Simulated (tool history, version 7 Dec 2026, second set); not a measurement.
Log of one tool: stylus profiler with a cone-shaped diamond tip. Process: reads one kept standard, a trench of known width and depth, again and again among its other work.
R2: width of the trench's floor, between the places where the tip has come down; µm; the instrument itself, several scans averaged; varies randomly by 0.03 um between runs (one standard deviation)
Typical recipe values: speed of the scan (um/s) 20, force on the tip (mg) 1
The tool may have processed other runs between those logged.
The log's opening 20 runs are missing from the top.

{"run": 21, "day": 11.721, "speed of the scan (um/s)": 20, "force on the tip (mg)": 1, "depth of the trench (Å)": 10058.5, "R2": 23.18}
{"day": 11.996, "done": "height scale calibrated on a step standard, once more"}
{"run": 22, "day": 12.129, "speed of the scan (um/s)": 18, "force on the tip (mg)": 2.73, "depth of the trench (Å)": 10145.5, "R2": 23.31}
{"run": 23, "day": 12.704, "speed of the scan (um/s)": 65, "force on the tip (mg)": 2.73, "depth of the trench (Å)": 10148, "R2": 23.09}
{"run": 24, "day": 13.092, "speed of the scan (um/s)": 25, "force on the tip (mg)": 0.74, "depth of the trench (Å)": 10063.4, "R2": 23.18}
{"run": 25, "day": 13.575, "speed of the scan (um/s)": 25, "force on the tip (mg)": 0.74, "depth of the trench (Å)": 10058.6, "R2": 23.13}
{"run": 26, "day": 14.4, "speed of the scan (um/s)": 65, "force on the tip (mg)": 1, "depth of the trench (Å)": 10072.6, "R2": 22.88}
{"run": 27, "day": 15.204, "speed of the scan (um/s)": 23, "force on the tip (mg)": 0.97, "depth of the trench (Å)": 10071.8, "R2": 23.12}
{"run": 28, "day": 15.804, "speed of the scan (um/s)": 69, "force on the tip (mg)": 0.38, "depth of the trench (Å)": 10038.7, "R2": 22.49}
{"run": 29, "day": 16.3, "speed of the scan (um/s)": 61, "force on the tip (mg)": 0.57, "depth of the trench (Å)": 10048.5, "R2": 22.75}
{"run": 30, "day": 17.079, "speed of the scan (um/s)": 16, "force on the tip (mg)": 1.48, "depth of the trench (Å)": 10095.8, "R2": 23.16}
{"run": 31, "day": 17.733, "speed of the scan (um/s)": 44, "force on the tip (mg)": 1.48, "depth of the trench (Å)": 10094.5, "R2": 23.07}
{"run": 32, "day": 18.271, "speed of the scan (um/s)": 59, "force on the tip (mg)": 1.41, "depth of the trench (Å)": 10090.5, "R2": 22.92}
{"run": 33, "day": 18.875, "speed of the scan (um/s)": 7, "force on the tip (mg)": 0.57, "depth of the trench (Å)": 10049.6, "R2": 23.15}

Predict each of these 3 candidate next runs independently; none follows another, all start after run 33:
{"run": "A", "day": 19.412, "speed of the scan (um/s)": 42, "force on the tip (mg)": 0.37, "depth of the trench (Å)": "?", "R2": "?"}
{"run": "B", "day": 19.412, "speed of the scan (um/s)": 20, "force on the tip (mg)": 1.68, "depth of the trench (Å)": "?", "R2": "?"}
{"run": "C", "day": 19.412, "speed of the scan (um/s)": 29, "force on the tip (mg)": 0.57, "depth of the trench (Å)": "?", "R2": "?"}

run=A depth_of_the_trench_(Å)=10038.7 R2=22.76
run=B depth_of_the_trench_(Å)=10101.7 R2=23.17
run=C depth_of_the_trench_(Å)=10045.9 R2=22.96
Without the tool's unlogged condition, the same runs would have read:
run=A depth_of_the_trench_(Å)=10040.8 R2=23.52
run=B depth_of_the_trench_(Å)=10103.8 R2=23.93
run=C depth_of_the_trench_(Å)=10048 R2=23.72
